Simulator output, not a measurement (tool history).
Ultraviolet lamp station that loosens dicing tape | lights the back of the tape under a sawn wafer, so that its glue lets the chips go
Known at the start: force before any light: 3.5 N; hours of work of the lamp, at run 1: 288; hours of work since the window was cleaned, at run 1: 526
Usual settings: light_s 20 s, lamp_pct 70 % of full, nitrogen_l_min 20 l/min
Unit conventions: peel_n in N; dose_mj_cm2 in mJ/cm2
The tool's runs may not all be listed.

run   hour  light_s  lamp_pct  nitrogen_l_min  hours of work of the lamp  hours of work since the window was cleaned  peel_n  dose_mj_cm2
  1      0       20        70              20                        288                                         526   0.474          205
  2   21.5       20        70              20                        304                                         542   0.474          209
  3   36.5       20        70              22                        315                                         554   0.437          204
  4   47.8       20        70              22                        324                                         562   0.459          204
  5   71.6       20        70               9                        342                                         581    0.69          208
  6   90.5       20        70               9                        356                                         595   0.702          202
  7  100.8       20        70               9                        364                                         603   0.705          204
  8  119.6       20        70               9                        379                                         617   0.702          203
  9  142.2       20        70               7                        396                                         634   0.734          205
 10  165.9       20        70              18                        414                                         652   0.529          204
     174.7  -- window cleaned of glue's vapour
 11  178.4       20        70              18                        423                                           3   0.569          190
 12  201.5       20        70              18                        440                                          20   0.577          191
 13  222.2       20        70              18                        456                                          36   0.566          186
     229.8  -- window cleaned of glue's vapour, once more
 14  240.9       20        70              18                        470                                           8   0.442          219
 15  257.6       20        92              20                        483                                          21   0.268          283
 16  276.6       20        92              20                        497                                          36   0.263          282
 17  297.5       20        92              20                        513                                          52   0.264          286
 18  315.2       20        70              20                        527                                          65   0.436          210
 19  328.5       20        70              20                        537                                          75   0.435          210
 20  338.3       20        70              14                        544                                          83    0.53          218
 21  353.3       20        70              14                        556                                          94    0.53          212
 22  370.4       20        70              14                        569                                         107   0.519          209
 23  382.4       20        70              14                        578                                         116   0.531          209
 24  398.4       20        70              14                        590                                         128   0.512          207
 25  419.8       20        70               8                        606                                         145   0.679          209
 26  438.1       28       100              26                        620                                         158   0.131          420
 27  456.3       18        77               6                        634                                         172   0.793          206
 28  467.4       10        73              20                        642                                         181   1.168          108
 29  484.6       10        73              20                        655                                         194    1.21          109
 30  497.6       10        73              20                        665                                         204   1.135          110
 31  517.1       21        85              20                        680                                         219   0.309          262
 32  538.6       11        68              12                        697                                         235   1.364          109
 33  548.7       20        78              11                        704                                         243   0.539          225
 34  571.8       40        71              20                        722                                         260   0.157          411
 35    589       40        71               6                        735                                         273   0.249          407
 36  598.8       40        71               9                        742                                         281   0.203          405
 37  616.9       34        97              20                        756                                         294   0.122          470
 38  627.4       14        63              37                        764                                         302   0.799          128
 39  640.7       11        63              14                        774                                         313    1.39          104
 40  658.4       10        76              10                        788                                         326   1.409          104
 41  670.4       18        70              20                        797                                         335   0.614          178
 42  680.7       40        70              14                        805                                         343   0.185          396

Below are 3 alternative next runs, each starting from the tool's condition after run 42. Predict each:
  A  704.2       40        70               9                        823                                         361       ?            ?
  B  704.2       40        89              20                        823                                         361       ?            ?
  C  704.2       16        94              38                        823                                         361       ?            ?

run  peel_n  dose_mj_cm2
  A   0.209          399
  B   0.128          505
  C   0.343          217
With the hidden condition removed and each run's random variation left untouched, the same runs would have given:
run  peel_n  dose_mj_cm2
  A   0.154          482
  B   0.117          610
  C   0.242          262
